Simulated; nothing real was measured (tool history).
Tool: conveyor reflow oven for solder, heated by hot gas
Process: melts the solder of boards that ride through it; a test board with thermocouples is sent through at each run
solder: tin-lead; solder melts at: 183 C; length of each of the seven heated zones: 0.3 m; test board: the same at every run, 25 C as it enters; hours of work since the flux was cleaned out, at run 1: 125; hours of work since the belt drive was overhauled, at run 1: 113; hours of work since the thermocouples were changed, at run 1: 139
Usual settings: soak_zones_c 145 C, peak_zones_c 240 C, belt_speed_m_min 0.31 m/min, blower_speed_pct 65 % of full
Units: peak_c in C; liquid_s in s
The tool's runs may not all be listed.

| run | hour | soak_zones_c | peak_zones_c | belt_speed_m_min | blower_speed_pct | hours of work since the flux was cleaned out | hours of work since the belt drive was overhauled | hours of work since the thermocouples were changed | peak_c | liquid_s |
|---|---|---|---|---|---|---|---|---|---|---|
| 1 | 0 | 145 | 240 | 0.31 | 65 | 125 | 113 | 139 | 223.8 | 97.8 |
| 2 | 9.5 | 145 | 240 | 0.31 | 65 | 131 | 119 | 145 | 224 | 97.9 |
| 3 | 23.3 | 145 | 240 | 0.31 | 65 | 139 | 127 | 154 | 224 | 97.8 |
| 4 | 32.7 | 145 | 240 | 0.31 | 65 | 145 | 133 | 160 | 223.9 | 98.1 |
| 5 | 49.8 | 145 | 240 | 0.31 | 65 | 156 | 144 | 170 | 224 | 97.8 |
| 6 | 65.4 | 145 | 240 | 0.31 | 65 | 166 | 154 | 180 | 224 | 97.9 |
| 7 | 80.5 | 145 | 240 | 0.31 | 65 | 176 | 164 | 190 | 223.8 | 98.1 |
| 8 | 92.3 | 145 | 240 | 0.31 | 65 | 183 | 171 | 197 | 223.9 | 98 |
| 9 | 101.8 | 145 | 240 | 0.351 | 65 | 189 | 177 | 203 | 219.6 | 81.5 |
| 10 | 115.4 | 142 | 240 | 0.31 | 65 | 198 | 186 | 212 | 223.6 | 95.8 |
| 11 | 125.9 | 142 | 240 | 0.31 | 65 | 205 | 193 | 219 | 223.4 | 95.7 |
|  | 131.7 | flux residue cleaned out of gas plates and filters |
| 12 | 139.4 | 142 | 240 | 0.31 | 65 | 5 | 198 | 224 | 222.7 | 94.5 |
| 13 | 151.4 | 152 | 240 | 0.31 | 65 | 13 | 206 | 232 | 224.6 | 102.7 |
| 14 | 161.5 | 152 | 240 | 0.31 | 65 | 19 | 212 | 238 | 224.6 | 102.9 |
| 15 | 177.8 | 154 | 240 | 0.31 | 65 | 29 | 223 | 249 | 224.7 | 104.3 |
| 16 | 186.5 | 154 | 240 | 0.31 | 65 | 35 | 228 | 254 | 225 | 104.5 |
| 17 | 198.7 | 143 | 253 | 0.299 | 73 | 43 | 236 | 262 | 236.7 | 112 |
| 18 | 211.2 | 143 | 253 | 0.299 | 73 | 51 | 244 | 270 | 236.9 | 111.6 |
|  | 222.1 | flux residue cleaned out of gas plates and filters, once more |
| 19 | 230.6 | 145 | 252 | 0.355 | 65 | 5 | 253 | 279 | 230.2 | 90 |
| 20 | 241.3 | 145 | 254 | 0.304 | 65 | 12 | 260 | 286 | 237.2 | 111.5 |
| 21 | 252.4 | 145 | 254 | 0.304 | 65 | 19 | 267 | 293 | 237.4 | 111.3 |
| 22 | 262.9 | 145 | 254 | 0.304 | 65 | 26 | 274 | 300 | 237.4 | 111.4 |
| 23 | 277.5 | 145 | 254 | 0.304 | 65 | 35 | 283 | 309 | 237.2 | 111.5 |
| 24 | 284.5 | 145 | 254 | 0.304 | 65 | 40 | 287 | 313 | 237.3 | 111.2 |
| 25 | 294.5 | 145 | 233 | 0.31 | 55 | 46 | 294 | 320 | 216.3 | 89.4 |
| 26 | 304.8 | 135 | 242 | 0.272 | 87 | 53 | 300 | 326 | 232.1 | 115.3 |
| 27 | 312.5 | 155 | 240 | 0.31 | 65 | 57 | 305 | 331 | 226 | 106.4 |
| 28 | 320.1 | 155 | 240 | 0.31 | 65 | 62 | 310 | 336 | 226.2 | 106 |
| 29 | 334.5 | 155 | 252 | 0.282 | 65 | 71 | 319 | 345 | 239.4 | 127.4 |

How the hidden state differs across the entries between the runs, from the last listed run before each to the first after it:
Between runs 11 and 12: flux residue cleaned out of gas plates and filters (hour 131.7)
  heat that the gas passes to the board, % of a clean oven's: 95.9 -> 93.7; belt's true speed, % of the reading: 99.83 -> 99.82; true gas temperature in zones 6 and 7 over the reading, C: 0.55 -> 0.56
  measured less the result without the state, peak_c: -0.4 -> -1 C; liquid_s: -0.4 -> -1.1 s
Between runs 18 and 19: flux residue cleaned out of gas plates and filters, once more (hour 222.1)
  heat that the gas passes to the board, % of a clean oven's: 93 -> 98.6; belt's true speed, % of the reading: 99.78 -> 99.77; true gas temperature in zones 6 and 7 over the reading, C: 0.64 -> 0.66
  measured less the result without the state, peak_c: -1.2 -> +0.2 C; liquid_s: -0.5 -> +0.3 s
